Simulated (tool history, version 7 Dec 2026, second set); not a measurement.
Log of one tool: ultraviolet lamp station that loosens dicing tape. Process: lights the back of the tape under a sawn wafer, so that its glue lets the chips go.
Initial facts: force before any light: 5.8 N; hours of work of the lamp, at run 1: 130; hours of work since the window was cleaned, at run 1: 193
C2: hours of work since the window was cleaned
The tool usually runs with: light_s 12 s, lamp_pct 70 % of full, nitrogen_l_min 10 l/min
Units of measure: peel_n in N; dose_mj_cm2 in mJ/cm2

run 1 hour=0 | light_s=12 lamp_pct=70 nitrogen_l_min=10 | hours_of_work_of_the_lamp=130 C2=193 | peel_n=0.435 dose_mj_cm2=240
run 2 hour=15.5 | light_s=12 lamp_pct=70 nitrogen_l_min=10 | hours_of_work_of_the_lamp=138 C2=202 | peel_n=0.438 dose_mj_cm2=232
run 3 hour=27.7 | light_s=12 lamp_pct=70 nitrogen_l_min=10 | hours_of_work_of_the_lamp=145 C2=209 | peel_n=0.428 dose_mj_cm2=239
run 4 hour=41.7 | light_s=12 lamp_pct=70 nitrogen_l_min=10 | hours_of_work_of_the_lamp=153 C2=217 | peel_n=0.436 dose_mj_cm2=239
run 5 hour=53 | light_s=12 lamp_pct=88 nitrogen_l_min=10 | hours_of_work_of_the_lamp=159 C2=223 | peel_n=0.342 dose_mj_cm2=295
run 6 hour=63.3 | light_s=12 lamp_pct=70 nitrogen_l_min=6 | hours_of_work_of_the_lamp=165 C2=229 | peel_n=0.656 dose_mj_cm2=232
run 7 hour=72.7 | light_s=12 lamp_pct=70 nitrogen_l_min=6 | hours_of_work_of_the_lamp=171 C2=234 | peel_n=0.646 dose_mj_cm2=231
run 8 hour=85.1 | light_s=23 lamp_pct=70 nitrogen_l_min=10 | hours_of_work_of_the_lamp=178 C2=241 | peel_n=0.239 dose_mj_cm2=451
run 9 hour=101.6 | light_s=10 lamp_pct=70 nitrogen_l_min=10 | hours_of_work_of_the_lamp=187 C2=251 | peel_n=0.589 dose_mj_cm2=192
run 10 hour=116.1 | light_s=12 lamp_pct=70 nitrogen_l_min=10 | hours_of_work_of_the_lamp=195 C2=259 | peel_n=0.465 dose_mj_cm2=233
run 11 hour=126.9 | light_s=12 lamp_pct=70 nitrogen_l_min=10 | hours_of_work_of_the_lamp=201 C2=265 | peel_n=0.48 dose_mj_cm2=228
run 12 hour=134.7 | light_s=12 lamp_pct=70 nitrogen_l_min=10 | hours_of_work_of_the_lamp=205 C2=269 | peel_n=0.447 dose_mj_cm2=231
run 13 hour=151.2 | light_s=12 lamp_pct=70 nitrogen_l_min=10 | hours_of_work_of_the_lamp=215 C2=278 | peel_n=0.463 dose_mj_cm2=228
run 14 hour=160.2 | light_s=12 lamp_pct=70 nitrogen_l_min=10 | hours_of_work_of_the_lamp=220 C2=284 | peel_n=0.47 dose_mj_cm2=230
run 15 hour=175.3 | light_s=12 lamp_pct=70 nitrogen_l_min=10 | hours_of_work_of_the_lamp=228 C2=292 | peel_n=0.458 dose_mj_cm2=226
run 16 hour=184.1 | light_s=12 lamp_pct=70 nitrogen_l_min=10 | hours_of_work_of_the_lamp=233 C2=297 | peel_n=0.462 dose_mj_cm2=231
run 17 hour=198.8 | light_s=12 lamp_pct=70 nitrogen_l_min=4 | hours_of_work_of_the_lamp=241 C2=305 | peel_n=0.888 dose_mj_cm2=228
run 18 hour=214.7 | light_s=12 lamp_pct=70 nitrogen_l_min=4 | hours_of_work_of_the_lamp=250 C2=314 | peel_n=0.949 dose_mj_cm2=225
run 19 hour=231.4 | light_s=12 lamp_pct=70 nitrogen_l_min=10 | hours_of_work_of_the_lamp=260 C2=324 | peel_n=0.494 dose_mj_cm2=229
run 20 hour=246.4 | light_s=12 lamp_pct=70 nitrogen_l_min=10 | hours_of_work_of_the_lamp=268 C2=332 | peel_n=0.483 dose_mj_cm2=224
run 21 hour=258.3 | light_s=12 lamp_pct=70 nitrogen_l_min=10 | hours_of_work_of_the_lamp=275 C2=339 | peel_n=0.482 dose_mj_cm2=222
run 22 hour=273.4 | light_s=12 lamp_pct=70 nitrogen_l_min=17 | hours_of_work_of_the_lamp=283 C2=347 | peel_n=0.352 dose_mj_cm2=221
-- hour=274.6 window cleaned of glue's vapour
run 23 hour=281.5 | light_s=17 lamp_pct=95 nitrogen_l_min=17 | hours_of_work_of_the_lamp=288 C2=4 | peel_n=0.229 dose_mj_cm2=404
run 24 hour=296.8 | light_s=12 lamp_pct=98 nitrogen_l_min=13 | hours_of_work_of_the_lamp=296 C2=12 | peel_n=0.296 dose_mj_cm2=295
run 25 hour=305 | light_s=12 lamp_pct=62 nitrogen_l_min=13 | hours_of_work_of_the_lamp=301 C2=17 | peel_n=0.571 dose_mj_cm2=183
run 26 hour=315.3 | light_s=12 lamp_pct=64 nitrogen_l_min=6 | hours_of_work_of_the_lamp=307 C2=23 | peel_n=0.896 dose_mj_cm2=186
run 27 hour=323.4 | light_s=12 lamp_pct=64 nitrogen_l_min=6 | hours_of_work_of_the_lamp=311 C2=27 | peel_n=0.921 dose_mj_cm2=185
run 28 hour=334.6 | light_s=16 lamp_pct=70 nitrogen_l_min=8 | hours_of_work_of_the_lamp=318 C2=34 | peel_n=0.418 dose_mj_cm2=276
run 29 hour=350 | light_s=16 lamp_pct=70 nitrogen_l_min=8 | hours_of_work_of_the_lamp=326 C2=42 | peel_n=0.416 dose_mj_cm2=270
run 30 hour=358.7 | light_s=6 lamp_pct=98 nitrogen_l_min=11 | hours_of_work_of_the_lamp=331 C2=47 | peel_n=0.931 dose_mj_cm2=144
run 31 hour=372.4 | light_s=6 lamp_pct=98 nitrogen_l_min=12 | hours_of_work_of_the_lamp=339 C2=55 | peel_n=0.901 dose_mj_cm2=144
-- hour=375.9 window cleaned of glue's vapour, once more
run 32 hour=386.1 | light_s=6 lamp_pct=70 nitrogen_l_min=5 | hours_of_work_of_the_lamp=346 C2=6 | peel_n=1.825 dose_mj_cm2=123
run 33 hour=401.8 | light_s=6 lamp_pct=70 nitrogen_l_min=5 | hours_of_work_of_the_lamp=355 C2=15 | peel_n=1.744 dose_mj_cm2=125
run 34 hour=418.2 | light_s=15 lamp_pct=64 nitrogen_l_min=19 | hours_of_work_of_the_lamp=364 C2=24 | peel_n=0.272 dose_mj_cm2=284
run 35 hour=427.7 | light_s=15 lamp_pct=64 nitrogen_l_min=19 | hours_of_work_of_the_lamp=370 C2=29 | peel_n=0.272 dose_mj_cm2=278
run 36 hour=435.4 | light_s=15 lamp_pct=64 nitrogen_l_min=19 | hours_of_work_of_the_lamp=374 C2=33 | peel_n=0.272 dose_mj_cm2=282
run 37 hour=448.6 | light_s=15 lamp_pct=64 nitrogen_l_min=19 | hours_of_work_of_the_lamp=381 C2=41 | peel_n=0.27 dose_mj_cm2=281
run 38 hour=457.7 | light_s=11 lamp_pct=90 nitrogen_l_min=10 | hours_of_work_of_the_lamp=386 C2=46 | peel_n=0.342 dose_mj_cm2=286
run 39 hour=474.3 | light_s=11 lamp_pct=90 nitrogen_l_min=10 | hours_of_work_of_the_lamp=396 C2=55 | peel_n=0.323 dose_mj_cm2=286
run 40 hour=489.1 | light_s=17 lamp_pct=71 nitrogen_l_min=14 | hours_of_work_of_the_lamp=404 C2=64 | peel_n=0.258 dose_mj_cm2=347
run 41 hour=499.9 | light_s=12 lamp_pct=89 nitrogen_l_min=14 | hours_of_work_of_the_lamp=410 C2=70 | peel_n=0.271 dose_mj_cm2=306
run 42 hour=514.6 | light_s=21 lamp_pct=74 nitrogen_l_min=19 | hours_of_work_of_the_lamp=418 C2=78 | peel_n=0.229 dose_mj_cm2=439
run 43 hour=527.9 | light_s=12 lamp_pct=81 nitrogen_l_min=10 | hours_of_work_of_the_lamp=426 C2=85 | peel_n=0.36 dose_mj_cm2=275

For some of the steps in peel_n from one run to the next: how much would appear even if the tool had no hidden state, given the settings, what came in and random variation, and how much remains for the hidden state plus any gauge scatter that the measured result and the result without hidden state don't share?
Unlogged tool condition in this case: lamp's light, % of a new lamp's; light that the window lets through, % of a clean one's; drift of the gauge itself on peel_n, %; drift of the gauge itself on dose_mj_cm2, %.
Run 27 -> 28: light_s 12 -> 16, lamp_pct 64 -> 70, nitrogen_l_min 6 -> 8. peel_n -0.503 N: hidden state -0.182, all else -0.321.
Run 29 -> 30: light_s 16 -> 6, lamp_pct 70 -> 98, nitrogen_l_min 8 -> 11. peel_n +0.515 N: hidden state +0.194, all else +0.321.
Run 31 -> 32: lamp_pct 98 -> 70, nitrogen_l_min 12 -> 5, window cleaned of glue's vapour, once more. peel_n +0.924 N: hidden state -0.212, all else +1.136.
Run 33 -> 34: light_s 6 -> 15, lamp_pct 70 -> 64, nitrogen_l_min 5 -> 19. peel_n -1.472 N: hidden state -0.083, all else -1.389.
